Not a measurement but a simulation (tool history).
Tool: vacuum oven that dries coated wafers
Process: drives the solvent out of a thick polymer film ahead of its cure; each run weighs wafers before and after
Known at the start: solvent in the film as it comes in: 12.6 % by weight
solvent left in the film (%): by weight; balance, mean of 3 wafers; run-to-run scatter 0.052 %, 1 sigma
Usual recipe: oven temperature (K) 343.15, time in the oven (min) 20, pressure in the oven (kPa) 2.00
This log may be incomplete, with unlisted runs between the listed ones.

Run 1, hour 0.0: usual settings. Result: solvent left in the film (%) 1.43.
Run 2, hour 76.6: usual settings but time in the oven (min) 22. Result: solvent left in the film (%) 1.34.
Run 3, hour 201.2: usual settings. Result: solvent left in the film (%) 1.38.
Run 4, hour 262.5: usual settings. Result: solvent left in the film (%) 1.34.
Run 5, hour 328.5: usual settings. Result: solvent left in the film (%) 1.25.
Run 6, hour 407.9: usual settings. Result: solvent left in the film (%) 1.41.
Run 7, hour 496.6: usual settings but time in the oven (min) 11. Result: solvent left in the film (%) 2.61.
Run 8, hour 599.0: usual settings but time in the oven (min) 11. Result: solvent left in the film (%) 2.49.
Run 9, hour 692.7: usual settings. Result: solvent left in the film (%) 1.33.
Run 10, hour 798.6: usual settings but pressure in the oven (kPa) 3.63. Result: solvent left in the film (%) 2.17.
At hour 818.0: vacuum gauge cleaned of residue and calibrated.
Run 11, hour 864.5: usual settings but time in the oven (min) 14. Result: solvent left in the film (%) 1.92.
Run 12, hour 975.9: usual settings but time in the oven (min) 14. Result: solvent left in the film (%) 1.91.
Run 13, hour 1091.2: usual settings but time in the oven (min) 14. Result: solvent left in the film (%) 1.87.
Run 14, hour 1143.4: usual settings but pressure in the oven (kPa) 2.69. Result: solvent left in the film (%) 1.74.
Run 15, hour 1243.1: usual settings but pressure in the oven (kPa) 2.69. Result: solvent left in the film (%) 1.71.
Run 16, hour 1304.0: usual settings but pressure in the oven (kPa) 2.69. Result: solvent left in the film (%) 1.72.
At hour 1316.1: oven's thermocouples calibrated.
Run 17, hour 1366.1: usual settings but oven temperature (K) 329.15. Result: solvent left in the film (%) 3.73.
Run 18, hour 1460.5: usual settings but oven temperature (K) 329.15. Result: solvent left in the film (%) 3.86.
Run 19, hour 1552.7: usual settings but oven temperature (K) 347.15, time in the oven (min) 17, pressure in the oven (kPa) 1.80. Result: solvent left in the film (%) 1.04.
Run 20, hour 1663.0: usual settings but oven temperature (K) 353.15, time in the oven (min) 17, pressure in the oven (kPa) 1.71. Result: solvent left in the film (%) 0.68.
Run 21, hour 1766.8: usual settings but oven temperature (K) 330.15, pressure in the oven (kPa) 1.72. Result: solvent left in the film (%) 3.30.
Run 22, hour 1853.4: usual settings but oven temperature (K) 349.15, time in the oven (min) 23, pressure in the oven (kPa) 3.22. Result: solvent left in the film (%) 1.32.

What does the tool deliver on the next run?
Run 23, hour 1966.7: usual settings but oven temperature (K) 342.15, time in the oven (min) 29, pressure in the oven (kPa) 2.53. Result: solvent left in the film (%) ?.

solvent left in the film (%): 1.47
Were there no unlogged condition in the tool, this run, its random variation unchanged, would have produced solvent left in the film (%) 1.47.
